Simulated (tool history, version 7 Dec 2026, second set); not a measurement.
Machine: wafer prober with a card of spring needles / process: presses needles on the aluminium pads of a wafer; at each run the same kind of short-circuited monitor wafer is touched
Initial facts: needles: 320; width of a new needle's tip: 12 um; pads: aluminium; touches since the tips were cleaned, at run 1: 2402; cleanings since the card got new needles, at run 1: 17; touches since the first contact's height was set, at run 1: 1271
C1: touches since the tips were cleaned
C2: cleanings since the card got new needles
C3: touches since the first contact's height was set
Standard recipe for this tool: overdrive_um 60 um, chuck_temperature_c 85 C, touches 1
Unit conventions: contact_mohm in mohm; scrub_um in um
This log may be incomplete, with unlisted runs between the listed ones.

run 1 hour=0.0 | overdrive_um=60 chuck_temperature_c=85 touches=1 | C1=2402 C2=17 C3=1271 | contact_mohm=382 scrub_um=12.28
-- hour=7.8 tips cleaned on abrasive film
run 2 hour=10.3 | overdrive_um=60 chuck_temperature_c=85 touches=1 | C1=764 C2=18 C3=4381 | contact_mohm=313 scrub_um=12.26
run 3 hour=21.6 | overdrive_um=60 chuck_temperature_c=85 touches=1 | C1=4213 C2=18 C3=7830 | contact_mohm=432 scrub_um=12.24
-- hour=23.0 tips cleaned on abrasive film
run 4 hour=30.6 | overdrive_um=60 chuck_temperature_c=33 touches=1 | C1=2300 C2=19 C3=10537 | contact_mohm=391 scrub_um=12.22
-- hour=38.1 tips cleaned on abrasive film
run 5 hour=38.1 | overdrive_um=60 chuck_temperature_c=33 touches=1 | C1=0 C2=20 C3=12797 | contact_mohm=242 scrub_um=12.23
run 6 hour=43.3 | overdrive_um=60 chuck_temperature_c=33 touches=1 | C1=1590 C2=20 C3=14387 | contact_mohm=359 scrub_um=12.21
run 7 hour=51.7 | overdrive_um=60 chuck_temperature_c=30 touches=1 | C1=4151 C2=20 C3=16948 | contact_mohm=433 scrub_um=12.19
-- hour=53.4 tips cleaned on abrasive film
run 8 hour=62.1 | overdrive_um=60 chuck_temperature_c=85 touches=1 | C1=2653 C2=21 C3=20073 | contact_mohm=402 scrub_um=12.14
-- hour=68.7 tips cleaned on abrasive film
run 9 hour=68.7 | overdrive_um=60 chuck_temperature_c=85 touches=1 | C1=0 C2=22 C3=22058 | contact_mohm=249 scrub_um=12.20
run 10 hour=74.0 | overdrive_um=60 chuck_temperature_c=85 touches=1 | C1=1622 C2=22 C3=23680 | contact_mohm=364 scrub_um=12.14
run 11 hour=78.9 | overdrive_um=60 chuck_temperature_c=85 touches=2 | C1=3120 C2=22 C3=25178 | contact_mohm=338 scrub_um=12.21
-- hour=84.4 tips cleaned on abrasive film
run 12 hour=90.0 | overdrive_um=60 chuck_temperature_c=85 touches=2 | C1=1698 C2=23 C3=28535 | contact_mohm=319 scrub_um=12.18
run 13 hour=97.5 | overdrive_um=69 chuck_temperature_c=85 touches=1 | C1=3974 C2=23 C3=30811 | contact_mohm=388 scrub_um=14.01
-- hour=99.7 tips cleaned on abrasive film
run 14 hour=107.3 | overdrive_um=69 chuck_temperature_c=85 touches=1 | C1=2333 C2=24 C3=33781 | contact_mohm=351 scrub_um=14.00
run 15 hour=113.7 | overdrive_um=69 chuck_temperature_c=85 touches=1 | C1=4286 C2=24 C3=35734 | contact_mohm=387 scrub_um=13.96
-- hour=114.9 tips cleaned on abrasive film
run 16 hour=122.6 | overdrive_um=69 chuck_temperature_c=85 touches=1 | C1=2343 C2=25 C3=38408 | contact_mohm=360 scrub_um=14.00
run 17 hour=128.3 | overdrive_um=69 chuck_temperature_c=85 touches=1 | C1=4087 C2=25 C3=40152 | contact_mohm=392 scrub_um=13.94
-- hour=130.1 tips cleaned on abrasive film
run 18 hour=138.4 | overdrive_um=62 chuck_temperature_c=85 touches=2 | C1=2527 C2=26 C3=43190 | contact_mohm=325 scrub_um=12.52
-- hour=145.2 tips cleaned on abrasive film
run 19 hour=145.2 | overdrive_um=62 chuck_temperature_c=85 touches=2 | C1=0 C2=27 C3=45236 | contact_mohm=238 scrub_um=12.48
run 20 hour=153.6 | overdrive_um=62 chuck_temperature_c=85 touches=2 | C1=2580 C2=27 C3=47816 | contact_mohm=328 scrub_um=12.47
-- hour=154.7 height of the first contact set anew
-- hour=160.8 tips cleaned on abrasive film
run 21 hour=163.3 | overdrive_um=62 chuck_temperature_c=85 touches=2 | C1=745 C2=28 C3=2565 | contact_mohm=285 scrub_um=12.41
run 22 hour=171.8 | overdrive_um=52 chuck_temperature_c=39 touches=2 | C1=3365 C2=28 C3=5185 | contact_mohm=389 scrub_um=10.38
-- hour=176.4 tips cleaned on abrasive film
run 23 hour=182.7 | overdrive_um=52 chuck_temperature_c=39 touches=2 | C1=1921 C2=29 C3=8471 | contact_mohm=348 scrub_um=10.41
-- hour=192.3 tips cleaned on abrasive film
run 24 hour=194.1 | overdrive_um=52 chuck_temperature_c=39 touches=2 | C1=555 C2=30 C3=11911 | contact_mohm=286 scrub_um=10.34
run 25 hour=200.0 | overdrive_um=52 chuck_temperature_c=62 touches=2 | C1=2367 C2=30 C3=13723 | contact_mohm=363 scrub_um=10.37
run 26 hour=207.0 | overdrive_um=60 chuck_temperature_c=49 touches=1 | C1=4484 C2=30 C3=15840 | contact_mohm=456 scrub_um=11.98
-- hour=208.1 tips cleaned on abrasive film
-- hour=214.8 height of the first contact set anew, once more
run 27 hour=218.8 | overdrive_um=60 chuck_temperature_c=85 touches=2 | C1=3167 C2=31 C3=1191 | contact_mohm=342 scrub_um=12.28
-- hour=223.4 tips cleaned on abrasive film
run 28 hour=224.3 | overdrive_um=60 chuck_temperature_c=85 touches=2 | C1=253 C2=32 C3=2843 | contact_mohm=256 scrub_um=12.23
run 29 hour=233.1 | overdrive_um=60 chuck_temperature_c=48 touches=2 | C1=2956 C2=32 C3=5546 | contact_mohm=339 scrub_um=12.28
run 30 hour=238.3 | overdrive_um=60 chuck_temperature_c=48 touches=2 | C1=4517 C2=32 C3=7107 | contact_mohm=362 scrub_um=12.27
-- hour=239.0 tips cleaned on abrasive film
run 31 hour=249.2 | overdrive_um=60 chuck_temperature_c=48 touches=2 | C1=3109 C2=33 C3=10412 | contact_mohm=340 scrub_um=12.20
-- hour=254.7 tips cleaned on abrasive film
run 32 hour=255.5 | overdrive_um=60 chuck_temperature_c=85 touches=2 | C1=236 C2=34 C3=12301 | contact_mohm=255 scrub_um=12.24
run 33 hour=266.6 | overdrive_um=73 chuck_temperature_c=33 touches=1 | C1=3621 C2=34 C3=15686 | contact_mohm=367 scrub_um=14.85

Per-run results on a tool with no hidden state, each run keeping its own random variation:
What the log doesn't record here: debris on the tips, nm; way that the needles fall short of the set height, um; tips' diameter, um; drift of the gauge itself on contact_mohm, %; drift of the gauge itself on scrub_um, %.
run=1 contact_mohm=232 scrub_um=12.28
run=2 contact_mohm=233 scrub_um=12.28
run=3 contact_mohm=232 scrub_um=12.26
run=4 contact_mohm=219 scrub_um=12.25
run=5 contact_mohm=218 scrub_um=12.29
run=6 contact_mohm=219 scrub_um=12.27
run=7 contact_mohm=217 scrub_um=12.25
run=8 contact_mohm=230 scrub_um=12.22
run=9 contact_mohm=230 scrub_um=12.30
run=10 contact_mohm=231 scrub_um=12.23
run=11 contact_mohm=228 scrub_um=12.31
run=12 contact_mohm=233 scrub_um=12.29
run=13 contact_mohm=228 scrub_um=14.12
run=14 contact_mohm=227 scrub_um=14.12
run=15 contact_mohm=226 scrub_um=14.08
run=16 contact_mohm=229 scrub_um=14.14
run=17 contact_mohm=230 scrub_um=14.08
run=18 contact_mohm=229 scrub_um=12.68
run=19 contact_mohm=228 scrub_um=12.66
run=20 contact_mohm=231 scrub_um=12.65
run=21 contact_mohm=234 scrub_um=12.65
run=22 contact_mohm=224 scrub_um=10.62
run=23 contact_mohm=221 scrub_um=10.67
run=24 contact_mohm=222 scrub_um=10.62
run=25 contact_mohm=227 scrub_um=10.66
run=26 contact_mohm=222 scrub_um=12.26
run=27 contact_mohm=230 scrub_um=12.28
run=28 contact_mohm=233 scrub_um=12.25
run=29 contact_mohm=222 scrub_um=12.29
run=30 contact_mohm=224 scrub_um=12.29
run=31 contact_mohm=221 scrub_um=12.23
run=32 contact_mohm=229 scrub_um=12.28
run=33 contact_mohm=212 scrub_um=14.90
